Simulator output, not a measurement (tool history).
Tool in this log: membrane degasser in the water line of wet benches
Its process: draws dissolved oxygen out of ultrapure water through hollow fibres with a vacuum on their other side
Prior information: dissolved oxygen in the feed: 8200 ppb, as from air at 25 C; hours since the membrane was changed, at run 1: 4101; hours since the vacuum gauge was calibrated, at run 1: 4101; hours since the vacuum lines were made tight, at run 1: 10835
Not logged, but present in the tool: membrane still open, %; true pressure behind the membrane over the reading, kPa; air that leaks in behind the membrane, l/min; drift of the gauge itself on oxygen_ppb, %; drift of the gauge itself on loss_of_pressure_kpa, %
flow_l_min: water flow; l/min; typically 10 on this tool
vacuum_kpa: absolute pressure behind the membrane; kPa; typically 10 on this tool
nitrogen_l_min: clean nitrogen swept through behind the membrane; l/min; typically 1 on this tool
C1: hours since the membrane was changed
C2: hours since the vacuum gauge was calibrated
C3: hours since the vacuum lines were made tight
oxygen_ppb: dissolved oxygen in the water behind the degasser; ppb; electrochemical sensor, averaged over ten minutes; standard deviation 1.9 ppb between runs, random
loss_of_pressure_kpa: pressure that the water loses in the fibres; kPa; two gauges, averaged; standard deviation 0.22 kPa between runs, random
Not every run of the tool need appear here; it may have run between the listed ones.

run 1 hour=0 | flow_l_min=10 vacuum_kpa=10 nitrogen_l_min=1 | C1=4101 C2=4101 C3=10835 | oxygen_ppb=207.9 loss_of_pressure_kpa=55.61
run 2 hour=241.3 | flow_l_min=10 vacuum_kpa=10 nitrogen_l_min=1 | C1=4342 C2=4342 C3=11076 | oxygen_ppb=203.8 loss_of_pressure_kpa=55.98
-- hour=422.8 seals of the vacuum lines changed
run 3 hour=475.9 | flow_l_min=9 vacuum_kpa=10 nitrogen_l_min=1 | C1=4575 C2=4575 C3=53 | oxygen_ppb=170.8 loss_of_pressure_kpa=50.07
run 4 hour=783.1 | flow_l_min=10 vacuum_kpa=10 nitrogen_l_min=1.68 | C1=4882 C2=4882 C3=360 | oxygen_ppb=135.1 loss_of_pressure_kpa=55.61
run 5 hour=1003.2 | flow_l_min=10 vacuum_kpa=11 nitrogen_l_min=1 | C1=5102 C2=5102 C3=580 | oxygen_ppb=216.3 loss_of_pressure_kpa=56.16
run 6 hour=1284.8 | flow_l_min=10 vacuum_kpa=11 nitrogen_l_min=1 | C1=5384 C2=5384 C3=862 | oxygen_ppb=221.8 loss_of_pressure_kpa=55.76
run 7 hour=1415.6 | flow_l_min=10 vacuum_kpa=11 nitrogen_l_min=1 | C1=5515 C2=5515 C3=993 | oxygen_ppb=223.6 loss_of_pressure_kpa=56.01
run 8 hour=1615.2 | flow_l_min=10 vacuum_kpa=11 nitrogen_l_min=1 | C1=5714 C2=5714 C3=1192 | oxygen_ppb=223.2 loss_of_pressure_kpa=55.54
run 9 hour=1787.3 | flow_l_min=15 vacuum_kpa=9.5 nitrogen_l_min=1.2 | C1=5886 C2=5886 C3=1365 | oxygen_ppb=271.5 loss_of_pressure_kpa=83.85

Forecast run 10:
run 10 hour=2084.6 | flow_l_min=15 vacuum_kpa=9.5 nitrogen_l_min=1.2 | C1=6184 C2=6184 C3=1662 | oxygen_ppb=? loss_of_pressure_kpa=?

{"run 10": {"oxygen_ppb": 273, "loss_of_pressure_kpa": 84.02}}
Had the tool carried no hidden state, the very same run would have given oxygen_ppb 254 ppb, loss_of_pressure_kpa 81.77 kPa.

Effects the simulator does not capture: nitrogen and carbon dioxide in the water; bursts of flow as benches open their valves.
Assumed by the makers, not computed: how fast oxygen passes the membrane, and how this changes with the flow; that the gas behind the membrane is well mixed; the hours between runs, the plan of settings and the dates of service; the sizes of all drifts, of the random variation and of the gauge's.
